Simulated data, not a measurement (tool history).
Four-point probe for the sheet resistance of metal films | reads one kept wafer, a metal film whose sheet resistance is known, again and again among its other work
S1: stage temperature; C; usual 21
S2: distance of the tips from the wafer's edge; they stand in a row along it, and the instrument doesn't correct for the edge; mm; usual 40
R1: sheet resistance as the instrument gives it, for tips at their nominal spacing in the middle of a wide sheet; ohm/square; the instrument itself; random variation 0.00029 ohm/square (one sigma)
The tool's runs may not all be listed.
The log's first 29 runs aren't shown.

run	hour	S1	S2	R1
30	844.7	22	7	1.430720
31	869.5	22	7	1.431081
32	903.9	22	71	1.426755
33	944.6	25	8	1.429077
34	962.2	19	11	1.428591
35	983.2	19	11	1.429382
36	1017.4	25	15	1.427038
37	1043.8	25	20	1.426990
38	1064.1	18	11	1.430215
39	1092.6	25	13	1.427573
40	1131.1	20	72	1.427974
41	1152.9	20	72	1.428126
42	1174.3	27	4	1.437956
43	1191.6	27	4	1.437975
44	1230.9	25	37	1.426629

3 ways to go on from here, each from the tool as it stands after run 44. What would each give?
A	1259.7	25	12	?
B	1259.7	29	4	?
C	1259.7	35	19	?

run	R1
A	1.428055
B	1.437656
C	1.425365
Without the tool's hidden state the same runs would have given:
run	R1
A	1.425686
B	1.435265
C	1.422980

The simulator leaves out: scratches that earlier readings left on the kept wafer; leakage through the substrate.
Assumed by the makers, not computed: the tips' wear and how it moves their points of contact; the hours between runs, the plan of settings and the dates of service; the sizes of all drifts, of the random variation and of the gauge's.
